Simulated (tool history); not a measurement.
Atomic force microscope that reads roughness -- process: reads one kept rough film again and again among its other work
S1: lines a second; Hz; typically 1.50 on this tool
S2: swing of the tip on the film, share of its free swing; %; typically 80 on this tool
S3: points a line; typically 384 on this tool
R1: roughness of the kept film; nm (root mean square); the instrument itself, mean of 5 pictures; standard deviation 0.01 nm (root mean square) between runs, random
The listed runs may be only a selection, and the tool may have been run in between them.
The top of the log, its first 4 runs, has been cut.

run	day	S1	S2	S3	R1
# day 6.342: new tip fitted
5	7.358	1.50	80	752	2.036
6	9.092	1.50	78	752	1.693
7	10.812	1.50	80	663	1.441
# day 11.571: new tip fitted
8	13.146	1.37	80	384	1.854
9	14.733	1.50	80	384	1.534
# day 16.862: new tip fitted
10	17.212	0.64	80	384	2.295
11	19.904	0.64	80	384	1.675
# day 22.183: new tip fitted
12	22.567	1.50	80	384	2.143
13	25.179	1.50	80	384	1.601
14	27.333	1.50	61	384	1.432
# day 27.483: new tip fitted
15	28.650	1.50	61	384	2.055
16	30.746	1.50	73	384	1.574
17	32.183	1.50	73	384	1.362
# day 32.767: new tip fitted
18	34.058	0.91	77	552	2.026

Predict the results of run 19:
19	36.392	0.78	70	384	?

R1: 1.614 nm (root mean square)
If the tool had no hidden condition, the same run with the same run-to-run variation would have returned R1 2.490 nm (root mean square).
